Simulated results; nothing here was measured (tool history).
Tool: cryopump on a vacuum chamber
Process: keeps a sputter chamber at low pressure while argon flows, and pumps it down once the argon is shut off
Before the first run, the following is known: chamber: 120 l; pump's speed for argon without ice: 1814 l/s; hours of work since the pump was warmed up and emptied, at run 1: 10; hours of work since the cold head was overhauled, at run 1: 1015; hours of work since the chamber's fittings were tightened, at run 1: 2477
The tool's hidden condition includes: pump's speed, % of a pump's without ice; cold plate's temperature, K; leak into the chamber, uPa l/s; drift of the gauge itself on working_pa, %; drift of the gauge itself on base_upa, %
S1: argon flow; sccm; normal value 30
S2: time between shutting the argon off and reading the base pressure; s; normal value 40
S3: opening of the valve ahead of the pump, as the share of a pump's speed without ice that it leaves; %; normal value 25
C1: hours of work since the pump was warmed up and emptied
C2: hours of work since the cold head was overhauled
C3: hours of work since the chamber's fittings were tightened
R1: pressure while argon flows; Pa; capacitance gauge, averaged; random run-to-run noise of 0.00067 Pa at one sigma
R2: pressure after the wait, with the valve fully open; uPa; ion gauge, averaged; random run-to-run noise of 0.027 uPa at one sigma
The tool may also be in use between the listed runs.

run 1 hour=0 | S1=30 S2=40 S3=25 | C1=10 C2=1015 C3=2477 | R1=0.1125 R2=3.18
run 2 hour=42.8 | S1=30 S2=40 S3=54 | C1=42 C2=1048 C3=2509 | R1=0.0516 R2=3.1
run 3 hour=96.2 | S1=30 S2=40 S3=54 | C1=82 C2=1088 C3=2549 | R1=0.053 R2=3.24
run 4 hour=135.4 | S1=30 S2=40 S3=54 | C1=112 C2=1117 C3=2579 | R1=0.053 R2=3.11
run 5 hour=183.1 | S1=30 S2=65 S3=25 | C1=148 C2=1153 C3=2615 | R1=0.1131 R2=2.94
run 6 hour=228.5 | S1=30 S2=65 S3=25 | C1=182 C2=1187 C3=2649 | R1=0.114 R2=2.92
run 7 hour=277.8 | S1=30 S2=65 S3=25 | C1=219 C2=1224 C3=2686 | R1=0.1156 R2=2.93
run 8 hour=313.7 | S1=30 S2=65 S3=25 | C1=246 C2=1251 C3=2713 | R1=0.1143 R2=2.98
run 9 hour=375.1 | S1=30 S2=65 S3=25 | C1=292 C2=1297 C3=2759 | R1=0.1152 R2=3.14
run 10 hour=431.2 | S1=30 S2=65 S3=25 | C1=334 C2=1339 C3=2801 | R1=0.1154 R2=3.31
run 11 hour=461.3 | S1=18 S2=74 S3=22 | C1=356 C2=1362 C3=2823 | R1=0.0783 R2=3.13
run 12 hour=506.8 | S1=25 S2=74 S3=22 | C1=391 C2=1396 C3=2858 | R1=0.1092 R2=3.12
run 13 hour=556.3 | S1=14 S2=74 S3=22 | C1=428 C2=1433 C3=2895 | R1=0.0616 R2=3.26
run 14 hour=587.8 | S1=14 S2=74 S3=22 | C1=451 C2=1456 C3=2918 | R1=0.0625 R2=3.26
run 15 hour=615.1 | S1=30 S2=34 S3=19 | C1=472 C2=1477 C3=2939 | R1=0.1525 R2=4.11
-- hour=653.8 leaking fittings of the chamber tightened, without venting
run 16 hour=653.8 | S1=30 S2=34 S3=19 | C1=499 C2=1504 C3=0 | R1=0.1528 R2=1.42
run 17 hour=699.1 | S1=23 S2=83 S3=19 | C1=533 C2=1538 C3=34 | R1=0.1175 R2=0.73
run 18 hour=727 | S1=38 S2=46 S3=60 | C1=554 C2=1559 C3=55 | R1=0.0664 R2=1.17

Consider 5 possible next runs. They are alternatives, not a sequence: every one starts from the tool as it was left by run 18. What does each give?
run A hour=780.3 | S1=38 S2=46 S3=20 | C1=594 C2=1599 C3=95 | R1=? R2=?
run B hour=780.3 | S1=13 S2=46 S3=32 | C1=594 C2=1599 C3=95 | R1=? R2=?
run C hour=780.3 | S1=30 S2=257 S3=19 | C1=594 C2=1599 C3=95 | R1=? R2=?
run D hour=780.3 | S1=38 S2=39 S3=60 | C1=594 C2=1599 C3=95 | R1=? R2=?
run E hour=780.3 | S1=38 S2=37 S3=53 | C1=594 C2=1599 C3=95 | R1=? R2=?

run=A R1=0.1846 R2=1.23
run=B R1=0.0412 R2=1.2
run=C R1=0.1527 R2=0.5
run=D R1=0.0671 R2=1.4
run=E R1=0.0754 R2=1.43
What these runs would have given with no unlogged condition in the tool:
run=A R1=0.1764 R2=1.09
run=B R1=0.0384 R2=1.06
run=C R1=0.1462 R2=0.35
run=D R1=0.0589 R2=1.26
run=E R1=0.0672 R2=1.29

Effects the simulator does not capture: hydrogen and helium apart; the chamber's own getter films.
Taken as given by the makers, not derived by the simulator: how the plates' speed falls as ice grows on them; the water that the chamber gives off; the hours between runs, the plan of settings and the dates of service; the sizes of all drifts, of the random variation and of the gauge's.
